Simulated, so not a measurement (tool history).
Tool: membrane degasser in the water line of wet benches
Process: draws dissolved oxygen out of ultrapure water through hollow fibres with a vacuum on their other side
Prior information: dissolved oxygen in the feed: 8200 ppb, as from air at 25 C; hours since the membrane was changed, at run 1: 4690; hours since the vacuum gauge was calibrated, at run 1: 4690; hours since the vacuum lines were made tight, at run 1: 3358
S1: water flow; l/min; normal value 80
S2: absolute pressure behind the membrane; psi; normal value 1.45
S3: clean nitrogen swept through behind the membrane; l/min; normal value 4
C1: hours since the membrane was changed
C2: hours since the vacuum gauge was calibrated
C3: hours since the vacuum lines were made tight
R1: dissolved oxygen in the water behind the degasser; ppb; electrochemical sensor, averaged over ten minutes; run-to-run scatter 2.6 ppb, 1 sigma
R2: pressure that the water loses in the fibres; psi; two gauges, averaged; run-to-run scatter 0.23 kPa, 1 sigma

run	day	S1	S2	S3	C1	C2	C3	R1	R2
1	0	80	1.45	4	4690	4690	3358	299.9	8.276
2	2.108	80	1.45	5.96	4740	4740	3409	215.6	8.257
3	6.104	74	1.45	5.96	4836	4836	3505	201.9	7.655
4	8.55	74	1.45	5.96	4895	4895	3563	200.5	7.674
5	12.05	74	1.45	5.96	4979	4979	3647	198.2	7.706
6	16.871	80	1.45	4	5094	5094	3763	302.3	8.373
7	19.033	88	2.19	6.82	5146	5146	3815	354.6	9.19
8	22.4	88	2.19	6.82	5227	5227	3896	349.7	9.192
9	26.121	73	2.19	6.82	5316	5316	3985	295.2	7.651
10	29.967	51	2.19	8.09	5409	5409	4077	179.3	5.321
11	32.404	62	3.44	6.77	5467	5467	4136	433.2	6.477

3 options for the next run, each taken on its own from the tool as it stands now. Forecast them:
A	35.633	80	1.45	11.01	5545	5545	4213	?	?
B	35.633	53	3.44	6.77	5545	5545	4213	?	?
C	35.633	62	2.52	6.77	5545	5545	4213	?	?

run	R1	R2
A	127.7	8.422
B	370.8	5.552
C	297.3	6.525
What these runs would have given with no unlogged condition in the tool:
run	R1	R2
A	127.4	8.303
B	370.6	5.474
C	297.1	6.432

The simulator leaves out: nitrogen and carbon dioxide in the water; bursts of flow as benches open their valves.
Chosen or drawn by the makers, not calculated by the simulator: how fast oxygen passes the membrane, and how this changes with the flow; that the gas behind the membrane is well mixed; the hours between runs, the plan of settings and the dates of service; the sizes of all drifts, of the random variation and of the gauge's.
